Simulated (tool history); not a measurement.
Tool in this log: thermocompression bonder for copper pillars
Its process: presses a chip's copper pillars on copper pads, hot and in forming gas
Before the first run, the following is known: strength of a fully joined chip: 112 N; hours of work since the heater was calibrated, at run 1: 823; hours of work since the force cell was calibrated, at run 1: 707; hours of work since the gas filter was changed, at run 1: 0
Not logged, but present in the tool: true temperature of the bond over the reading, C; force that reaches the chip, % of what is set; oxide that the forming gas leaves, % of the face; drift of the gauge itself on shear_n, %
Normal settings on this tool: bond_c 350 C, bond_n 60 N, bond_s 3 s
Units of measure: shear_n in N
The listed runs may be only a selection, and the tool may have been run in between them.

| run | hour | bond_c | bond_n | bond_s | hours of work since the heater was calibrated | hours of work since the force cell was calibrated | hours of work since the gas filter was changed | shear_n |
|---|---|---|---|---|---|---|---|---|
| 1 | 0 | 350 | 60 | 3 | 823 | 707 | 0 | 68.9 |
| 2 | 31.7 | 350 | 60 | 3 | 838 | 722 | 15 | 69.9 |
| 3 | 65.4 | 350 | 60 | 3 | 854 | 738 | 31 | 68.5 |
| 4 | 87.7 | 350 | 60 | 3 | 864 | 749 | 42 | 68.7 |
| 5 | 118.7 | 350 | 60 | 3 | 879 | 763 | 57 | 68.7 |
| 6 | 162.7 | 350 | 60 | 3 | 900 | 784 | 77 | 68.7 |
| 7 | 205.9 | 350 | 60 | 3 | 921 | 805 | 98 | 69.5 |
| 8 | 241.5 | 350 | 89 | 3 | 938 | 822 | 115 | 91 |
| 9 | 273.9 | 324 | 89 | 3 | 953 | 837 | 130 | 76.5 |
| 10 | 318 | 350 | 60 | 3 | 974 | 858 | 151 | 69.4 |
|  | 334.5 | forming gas filter changed |
| 11 | 344.7 | 350 | 60 | 3 | 986 | 871 | 5 | 69.6 |
| 12 | 380.7 | 350 | 60 | 3 | 1004 | 888 | 22 | 70.1 |
| 13 | 419.9 | 350 | 60 | 3 | 1022 | 907 | 41 | 68.5 |
| 14 | 458.9 | 350 | 60 | 3 | 1041 | 925 | 59 | 68.6 |
| 15 | 498.2 | 350 | 60 | 4 | 1060 | 944 | 78 | 73.9 |
|  | 522.4 | heater calibrated with a thermocouple chip |
| 16 | 540.8 | 350 | 60 | 4 | 9 | 963 | 97 | 73.8 |
| 17 | 569.6 | 350 | 60 | 4 | 22 | 977 | 111 | 74.7 |
| 18 | 591.7 | 350 | 60 | 4 | 33 | 987 | 121 | 74.2 |
| 19 | 633.8 | 346 | 73 | 2 | 53 | 1007 | 142 | 69 |
| 20 | 655.5 | 346 | 73 | 2 | 63 | 1018 | 152 | 70.5 |
|  | 673.6 | forming gas filter changed |
| 21 | 674.6 | 329 | 79 | 4 | 72 | 1027 | 1 | 79.3 |
| 22 | 717.7 | 350 | 56 | 4 | 93 | 1047 | 21 | 71.1 |
| 23 | 762.9 | 368 | 68 | 3 | 114 | 1069 | 43 | 84.1 |
| 24 | 782.3 | 360 | 76 | 4 | 123 | 1078 | 52 | 92.3 |
| 25 | 807.9 | 376 | 57 | 6 | 136 | 1090 | 64 | 92.3 |
| 26 | 830.8 | 376 | 57 | 6 | 147 | 1101 | 75 | 91.4 |
| 27 | 869.8 | 358 | 60 | 3 | 165 | 1120 | 93 | 71.5 |
| 28 | 906.1 | 353 | 60 | 4 | 182 | 1137 | 111 | 75.9 |
| 29 | 941.3 | 353 | 84 | 8 | 199 | 1154 | 127 | 102.9 |
| 30 | 977.9 | 351 | 84 | 2 | 217 | 1171 | 145 | 79.8 |
|  | 1004.3 | force cell calibrated |
|  | 1011.1 | forming gas filter changed |
| 31 | 1016 | 325 | 84 | 2 | 234 | 5 | 2 | 67 |
| 32 | 1044.6 | 345 | 59 | 2 | 247 | 19 | 16 | 56.9 |
| 33 | 1089.6 | 345 | 59 | 2 | 269 | 40 | 37 | 57.4 |

Entry by entry between the runs, the difference in hidden state between the last listed run before and the first listed run after:
Run 10 -> run 11: forming gas filter changed (hour 334.5)
  oxide that the forming gas leaves, % of the face: 0.79 -> 0.51
Run 15 -> run 16: heater calibrated with a thermocouple chip (hour 522.4)
  true temperature of the bond over the reading, C: 0.4 -> 0; force that reaches the chip, % of what is set: 99.9 -> 99.8; oxide that the forming gas leaves, % of the face: 0.65 -> 0.69
Run 20 -> run 21: forming gas filter changed (hour 673.6)
  true temperature of the bond over the reading, C: 0 -> 0.1; oxide that the forming gas leaves, % of the face: 0.8 -> 0.51
Run 30 -> run 31: force cell calibrated (hour 1004.3); forming gas filter changed (hour 1011.1)
  force that reaches the chip, % of what is set: 99.8 -> 100; oxide that the forming gas leaves, % of the face: 0.79 -> 0.51
